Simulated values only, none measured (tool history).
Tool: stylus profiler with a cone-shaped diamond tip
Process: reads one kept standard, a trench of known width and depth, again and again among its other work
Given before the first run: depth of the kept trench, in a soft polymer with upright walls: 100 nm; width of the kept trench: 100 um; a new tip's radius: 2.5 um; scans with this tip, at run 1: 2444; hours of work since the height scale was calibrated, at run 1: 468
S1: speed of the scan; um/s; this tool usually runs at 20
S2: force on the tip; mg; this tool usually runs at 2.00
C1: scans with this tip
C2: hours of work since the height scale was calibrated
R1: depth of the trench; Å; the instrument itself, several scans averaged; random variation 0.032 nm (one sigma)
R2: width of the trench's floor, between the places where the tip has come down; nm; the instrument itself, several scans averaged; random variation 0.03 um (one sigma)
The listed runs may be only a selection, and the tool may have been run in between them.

run    hour  S1    S2     C1    C2      R1     R2
  1     0.0  20  2.00   2444   468  1008.8  98540
  2    79.6  20  2.00   2690   515  1008.2  98550
  3   114.2  20  2.00   2797   536  1008.4  98590
  4   168.2  20  2.00   2964   568  1007.9  98590
  5   248.4  20  2.00   3212   616  1008.9  98570
  6   309.1  56  2.00   3400   652  1008.6  98490
  7   352.5  56  2.00   3535   677  1008.5  98490
  8   427.4  56  2.00   3766   722  1009.3  98480
  9   492.3  52  2.00   3967   760  1008.6  98450
 10   553.0  52  2.00   4155   796  1009.5  98500
 11   609.3  52  2.00   4329   830  1008.9  98480
 12   652.1  20  2.00   4462   855  1008.7  98560
 13   733.9   6  2.00   4715   904  1008.5  98570
 14   803.9   6  2.00   4932   945  1008.4  98550
 15   859.7  20  2.00   5104   978  1008.7  98580
 16   898.6  77  2.00   5225  1001  1008.4  98390
 17   932.3  20  0.70   5329  1021  1004.8  98550
 18   987.4  20  0.70   5500  1054  1004.6  98470
 19  1020.8  20  1.28   5603  1074  1005.8  98530
 20  1061.1  20  2.00   5727  1098  1008.9  98540
 21  1112.7  20  2.00   5887  1128  1008.6  98520
 22  1156.6  20  2.00   6023  1154  1008.4  98500
 23  1208.3  20  2.00   6183  1185  1008.0  98570
 24  1287.7  20  2.00   6429  1232  1008.8  98570
 25  1333.8  20  2.00   6571  1259  1009.2  98560
 26  1406.3  27  2.80   6796  1302  1010.5  98550
     1432.0  -- height scale calibrated on a step standard
 27  1466.4  27  2.80   6980    20  1010.9  98600
 28  1509.5  53  2.42   7114    46  1009.9  98490
 29  1556.4  31  1.03   7259    74  1005.4  98490
 30  1604.2  20  1.12   7407   102  1006.1  98500
 31  1671.1  20  5.44   7614   142  1016.8  98530
 32  1740.5  16  0.87   7828   183  1004.8  98550
 33  1819.3  16  0.87   8073   230  1005.0  98530
 34  1856.4  16  0.87   8187   252  1004.7  98580
 35  1894.2  31  1.62   8304   274  1007.7  98560
 36  1935.7  28  5.21   8433   299  1016.2  98530
 37  1972.6  20  3.62   8547   321  1012.8  98530
 38  2016.6  20  3.62   8683   347  1012.7  98510
 39  2073.8   5  1.29   8860   381  1006.6  98510
 40  2135.6  29  3.34   9051   417  1012.1  98510
 41  2210.3  29  3.34   9283   462  1011.9  98580
 42  2267.9  69  1.83   9461   496  1007.9  98480
 43  2335.0  32  2.84   9668   536  1011.3  98600
 44  2376.9  32  2.84   9798   560  1010.7  98530
 45  2443.6   7  2.82  10005   600  1010.5  98560
 46  2504.8  44  2.00  10194   636  1008.5  98450
 47  2567.3  20  2.40  10387   673  1010.0  98520

Branching from run 47: 4 alternative next runs. What would each branch give?
  A  2642.2  22  0.70  10619  718   ?   ?
  B  2642.2  15  2.00  10619  718   ?   ?
  C  2642.2  71  0.70  10619  718   ?   ?
  D  2642.2  30  0.89  10619  718   ?   ?

run      R1     R2
  A  1004.9  98530
  B  1008.5  98520
  C  1004.9  98320
  D  1004.9  98600
With no hidden state in the tool, these same runs would have given:
run      R1     R2
  A  1004.9  98540
  B  1008.4  98530
  C  1004.8  98330
  D  1004.9  98610
